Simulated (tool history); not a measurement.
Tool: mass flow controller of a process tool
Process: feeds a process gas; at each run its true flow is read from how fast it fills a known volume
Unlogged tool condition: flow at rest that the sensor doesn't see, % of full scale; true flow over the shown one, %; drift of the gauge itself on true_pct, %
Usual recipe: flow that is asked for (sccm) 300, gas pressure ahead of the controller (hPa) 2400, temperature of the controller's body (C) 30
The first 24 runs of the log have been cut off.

| run | hour | flow that is asked for (sccm) | gas pressure ahead of the controller (hPa) | temperature of the controller's body (C) | hours of work since the controller was set to zero | hours of work since the controller was changed | true flow (%) |
|---|---|---|---|---|---|---|---|
| 25 | 4092.5 | 300 | 1920 | 30 | 371 | 371 | 98.49 |
| 26 | 4224.6 | 300 | 2070 | 32 | 463 | 463 | 98.64 |
| 27 | 4475.8 | 418 | 2610 | 22 | 637 | 637 | 99.37 |
| 28 | 4618.5 | 418 | 2610 | 22 | 737 | 737 | 99.53 |
| 29 | 4780.3 | 300 | 1940 | 35 | 849 | 849 | 98.32 |
| 30 | 5031.9 | 610 | 1670 | 35 | 1024 | 1024 | 98.66 |
| 31 | 5264.8 | 471 | 1460 | 29 | 1186 | 1186 | 98.88 |
| 32 | 5502.5 | 406 | 2400 | 22 | 1351 | 1351 | 99.54 |
| 33 | 5719.2 | 116 | 2210 | 30 | 1502 | 1502 | 100.39 |
| 34 | 5888.6 | 116 | 2210 | 30 | 1620 | 1620 | 100.39 |
| 35 | 6078.0 | 731 | 2400 | 20 | 1752 | 1752 | 99.84 |
| 36 | 6248.6 | 731 | 2400 | 20 | 1870 | 1870 | 99.87 |
| 37 | 6455.9 | 643 | 2400 | 25 | 2014 | 2014 | 99.49 |
| 38 | 6722.8 | 643 | 2400 | 25 | 2200 | 2200 | 99.41 |
| 39 | 6971.0 | 643 | 2400 | 25 | 2372 | 2372 | 99.50 |
| 40 | 7130.6 | 643 | 2400 | 25 | 2483 | 2483 | 99.51 |
| 41 | 7323.1 | 980 | 2400 | 31 | 2617 | 2617 | 99.54 |
| 42 | 7442.1 | 980 | 2400 | 31 | 2700 | 2700 | 99.56 |
| 43 | 7636.2 | 980 | 2400 | 31 | 2835 | 2835 | 99.51 |
| 44 | 7792.5 | 980 | 2400 | 31 | 2944 | 2944 | 99.53 |
| 45 | 8041.3 | 980 | 2510 | 31 | 3117 | 3117 | 99.56 |
| 46 | 8249.0 | 670 | 2510 | 34 | 3261 | 3261 | 98.90 |
| 47 | 8483.0 | 147 | 2510 | 21 | 3424 | 3424 | 102.35 |
| 48 | 8683.3 | 147 | 2510 | 21 | 3563 | 3563 | 102.39 |
| 49 | 8817.2 | 333 | 2020 | 37 | 3656 | 3656 | 98.95 |

Here are 3 independent what-if runs from the current tool condition. What would each one return?
| A | 8986.4 | 300 | 2400 | 21 | 3774 | 3774 | ? |
| B | 8986.4 | 917 | 2020 | 27 | 3774 | 3774 | ? |
| C | 8986.4 | 257 | 2020 | 37 | 3774 | 3774 | ? |

| run | true flow (%) |
|---|---|
| A | 100.31 |
| B | 99.41 |
| C | 99.57 |
Stripped of hidden state, with their random variation kept, the same runs would have yielded:
| run | true flow (%) |
|---|---|
| A | 98.82 |
| B | 99.67 |
| C | 97.63 |

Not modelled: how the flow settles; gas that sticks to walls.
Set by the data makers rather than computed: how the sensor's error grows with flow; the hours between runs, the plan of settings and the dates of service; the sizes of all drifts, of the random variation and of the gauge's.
